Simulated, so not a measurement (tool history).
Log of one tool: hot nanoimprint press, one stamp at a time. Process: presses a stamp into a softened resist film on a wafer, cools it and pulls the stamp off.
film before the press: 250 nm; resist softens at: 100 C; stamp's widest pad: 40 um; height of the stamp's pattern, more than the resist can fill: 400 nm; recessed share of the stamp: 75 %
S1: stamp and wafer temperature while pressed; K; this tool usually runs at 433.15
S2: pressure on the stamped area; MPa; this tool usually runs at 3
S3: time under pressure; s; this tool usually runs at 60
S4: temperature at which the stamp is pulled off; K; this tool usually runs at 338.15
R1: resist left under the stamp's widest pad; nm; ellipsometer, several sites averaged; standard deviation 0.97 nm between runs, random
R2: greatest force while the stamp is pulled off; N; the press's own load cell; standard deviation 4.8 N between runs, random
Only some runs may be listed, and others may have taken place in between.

| run | hour | S1 | S2 | S3 | S4 | R1 | R2 |
|---|---|---|---|---|---|---|---|
| 1 | 0 | 433.15 | 3 | 60 | 338.15 | 126.4 | 215 |
| 2 | 34.1 | 433.15 | 3 | 60 | 338.15 | 124.4 | 225 |
| 3 | 52.4 | 433.15 | 3 | 60 | 338.15 | 128.4 | 222 |
| 4 | 84.8 | 433.15 | 3 | 60 | 338.15 | 126.4 | 229 |
| 5 | 119.4 | 433.15 | 3 | 60 | 338.15 | 126.2 | 233 |
| 6 | 142 | 433.15 | 3 | 60 | 338.15 | 126.3 | 238 |
| 7 | 163.4 | 426.15 | 3 | 60 | 338.15 | 160.9 | 253 |
| 8 | 183.7 | 426.15 | 3 | 60 | 338.15 | 178.5 | 266 |
| 9 | 215.3 | 426.15 | 3 | 60 | 338.15 | 176 | 274 |
| 10 | 232.2 | 426.15 | 3 | 60 | 338.15 | 177.4 | 275 |
| 11 | 267.1 | 433.15 | 3 | 60 | 338.15 | 137.8 | 277 |
| 12 | 302.2 | 433.15 | 3 | 60 | 338.15 | 137 | 281 |
| 13 | 318.3 | 433.15 | 3 | 60 | 337.15 | 137.6 | 300 |
| 14 | 343.7 | 433.15 | 3 | 60 | 338.15 | 138 | 295 |
| 15 | 375.4 | 433.15 | 3 | 60 | 338.15 | 136.4 | 302 |
| 16 | 394.5 | 433.15 | 3.19 | 87 | 338.15 | 120.4 | 314 |
| 17 | 417.1 | 440.15 | 2.95 | 60 | 335.15 | 103.8 | 331 |
| 18 | 433.8 | 440.15 | 2.95 | 60 | 335.15 | 105.8 | 346 |
| 19 | 461.1 | 440.15 | 2.95 | 60 | 335.15 | 105 | 341 |
| 20 | 498.2 | 433.15 | 3 | 52 | 338.15 | 143.5 | 330 |
| 21 | 522.8 | 433.15 | 3 | 52 | 338.15 | 141.8 | 321 |
| 22 | 551.5 | 438.15 | 2.97 | 84 | 327.15 | 101.8 | 440 |
| 23 | 589.3 | 439.15 | 2.56 | 35 | 332.15 | 138.1 | 404 |
| 24 | 618.5 | 439.15 | 2.56 | 101 | 343.15 | 98.9 | 298 |
| 25 | 660 | 439.15 | 2.56 | 56 | 343.15 | 120.8 | 198 |
| 26 | 684.4 | 439.15 | 2.56 | 56 | 343.15 | 119.5 | 211 |
| 27 | 720.9 | 433.15 | 3 | 60 | 331.15 | 134.4 | 285 |
| 28 | 740 | 431.15 | 4.19 | 67 | 345.15 | 115.9 | 190 |
| 29 | 760.7 | 433.15 | 3.99 | 71 | 338.15 | 108 | 244 |
| 30 | 790.1 | 433.15 | 3.99 | 71 | 338.15 | 107 | 256 |

Put back what was entered between runs (2 entries, withheld): which listed runs does each sit between, and how does the hidden state differ from the listed run before to the listed run after?
Run 7 -> run 8: plate thermocouple calibrated (hour 175.7)
  true temperature over the reading, C: 2.63 -> -0.07; pressure that arrives at the usual setting, %: 99.72 -> 99.7; grip of the stamp's worn release coat, % over a new coat's: 12.8 -> 14.2
  difference, measured minus the result without the unlogged condition, R1: -14.6 -> +0.6 nm; R2: +11 -> +33 N
Run 24 -> run 25: stamp cleaned and given a new release coat (hour 638.3)
  true temperature over the reading, C: 0.76 -> 0.83; pressure that arrives at the usual setting, %: 99.21 -> 99.17; grip of the stamp's worn release coat, % over a new coat's: 51.6 -> 1.7
  difference, measured minus the result without the unlogged condition, R1: -2.6 -> -3.2 nm; R2: +97 -> -2 N
